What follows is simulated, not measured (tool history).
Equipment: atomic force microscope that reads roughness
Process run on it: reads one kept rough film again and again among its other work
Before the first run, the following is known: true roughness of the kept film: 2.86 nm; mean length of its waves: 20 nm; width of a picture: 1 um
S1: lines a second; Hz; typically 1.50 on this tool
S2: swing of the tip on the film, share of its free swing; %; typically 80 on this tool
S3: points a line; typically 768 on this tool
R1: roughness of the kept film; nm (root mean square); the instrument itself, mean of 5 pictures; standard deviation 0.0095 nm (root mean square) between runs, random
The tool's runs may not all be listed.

run 1 hour=0.0 | S1=1.50 S2=80 S3=768 | R1=1.915
run 2 hour=24.6 | S1=1.50 S2=80 S3=768 | R1=1.900
run 3 hour=49.2 | S1=1.50 S2=80 S3=768 | R1=1.882
run 4 hour=74.9 | S1=1.50 S2=59 S3=768 | R1=2.064
-- hour=97.4 new tip fitted
run 5 hour=101.2 | S1=1.50 S2=80 S3=768 | R1=2.133
run 6 hour=119.0 | S1=1.50 S2=87 S3=768 | R1=2.005
run 7 hour=134.5 | S1=1.50 S2=87 S3=768 | R1=2.002
run 8 hour=148.5 | S1=1.57 S2=80 S3=768 | R1=2.080
run 9 hour=160.8 | S1=1.57 S2=80 S3=768 | R1=2.055
run 10 hour=172.6 | S1=1.50 S2=80 S3=768 | R1=2.087
run 11 hour=192.3 | S1=1.50 S2=80 S3=768 | R1=2.034
run 12 hour=205.9 | S1=1.50 S2=80 S3=768 | R1=2.023
run 13 hour=230.1 | S1=1.50 S2=80 S3=768 | R1=1.994
run 14 hour=249.0 | S1=1.50 S2=80 S3=874 | R1=1.992
run 15 hour=267.5 | S1=1.50 S2=80 S3=874 | R1=1.985
run 16 hour=284.6 | S1=2.79 S2=80 S3=841 | R1=1.734
run 17 hour=310.2 | S1=0.77 S2=80 S3=808 | R1=2.060
run 18 hour=322.1 | S1=0.77 S2=80 S3=808 | R1=2.045

What does the tool deliver on the next run?
run 19 hour=335.1 | S1=0.77 S2=80 S3=808 | R1=?

Logged for run 19: R1 2.025 nm (root mean square).
If the tool had no hidden condition, the same run with the same run-to-run variation would have returned R1 2.302 nm (root mean square).
